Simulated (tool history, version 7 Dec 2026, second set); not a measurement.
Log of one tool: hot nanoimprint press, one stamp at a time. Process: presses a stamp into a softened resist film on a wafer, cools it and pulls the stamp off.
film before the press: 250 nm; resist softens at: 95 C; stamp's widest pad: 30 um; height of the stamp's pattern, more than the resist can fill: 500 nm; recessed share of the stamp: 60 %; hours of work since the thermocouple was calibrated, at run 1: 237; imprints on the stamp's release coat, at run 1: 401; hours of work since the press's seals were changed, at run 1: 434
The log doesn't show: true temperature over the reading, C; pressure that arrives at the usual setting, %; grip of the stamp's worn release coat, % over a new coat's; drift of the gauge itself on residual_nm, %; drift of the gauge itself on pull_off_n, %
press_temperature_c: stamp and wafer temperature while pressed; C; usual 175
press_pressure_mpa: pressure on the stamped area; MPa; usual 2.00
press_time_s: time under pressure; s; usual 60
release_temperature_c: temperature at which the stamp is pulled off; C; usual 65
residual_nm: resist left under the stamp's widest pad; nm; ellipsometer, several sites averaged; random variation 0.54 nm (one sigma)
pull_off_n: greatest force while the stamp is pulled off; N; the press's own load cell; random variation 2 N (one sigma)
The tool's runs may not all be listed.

run   hour  press_temperature_c  press_pressure_mpa  press_time_s  release_temperature_c  hours of work since the thermocouple was calibrated  imprints on the stamp's release coat  hours of work since the press's seals were changed  residual_nm  pull_off_n
  1    0.0                  175                2.00            60                     65                                                  237                                   401                                                 434        104.3         136
  2   23.6                  175                2.00            60                     65                                                  252                                   447                                                 449        102.9         139
  3   37.9                  175                2.00            60                     65                                                  262                                   476                                                 459        104.4         137
  4   53.1                  175                2.00            60                     65                                                  272                                   506                                                 469        104.6         135
  5   74.5                  175                2.00            60                     65                                                  286                                   548                                                 482        104.6         137
  6   94.8                  166                2.00            60                     65                                                  299                                   589                                                 496        155.8         134
  7  110.9                  166                2.00            60                     65                                                  309                                   621                                                 506        155.6         137
  8  140.0                  166                2.00            60                     65                                                  328                                   678                                                 525        155.9         135
  9  173.2                  175                2.00            60                     69                                                  350                                   744                                                 547        105.2         118
 10  190.8                  175                2.00            60                     69                                                  361                                   779                                                 558        104.6         121
 11  205.4                  172                2.00            60                     65                                                  371                                   808                                                 568        119.8         139
 12  234.7                  172                2.00            60                     65                                                  390                                   866                                                 587        120.3         136
 13  268.4                  168                2.11            60                     65                                                  412                                   933                                                 609        140.0         137
 14  297.2                  175                1.95            90                     65                                                  431                                   990                                                 627         91.0         136
 15  324.0                  175                2.97            47                     65                                                  448                                  1043                                                 645         97.3         138
     331.3  -- plate thermocouple calibrated
 16  341.8                  183                2.00            60                     65                                                    7                                  1073                                                 654         73.5         140
 17  374.9                  173                1.28           120                     71                                                   28                                  1138                                                 676        107.6         115
 18  402.5                  180                2.31            43                     59                                                   46                                  1193                                                 694         90.8         163
 19  422.3                  180                2.31            70                     59                                                   59                                  1232                                                 707         73.6         159
 20  457.7                  175                1.57            92                     71                                                   82                                  1303                                                 730         99.9         109
     470.7  -- press's hydraulic seals changed and the load cell set to zero
 21  484.4                  175                1.48            74                     51                                                   94                                  1340                                                   9        111.3         189
 22  500.5                  183                1.41            74                     72                                                  105                                  1372                                                  19         79.0         111

3 ways to go on from here, each from the tool as it stands after run 22. What would each give?
  A  536.0                  164                1.53           107                     65                                                  128                                  1442                                                  43            ?           ?
  B  536.0                  184                2.00            38                     61                                                  128                                  1442                                                  43            ?           ?
  C  536.0                  180                2.00            38                     57                                                  128                                  1442                                                  43            ?           ?

run  residual_nm  pull_off_n
  A        156.5         137
  B         85.8         156
  C        101.3         172
Without the tool's hidden state the same runs would have given:
run  residual_nm  pull_off_n
  A        154.2         135
  B         84.6         154
  C         99.9         170
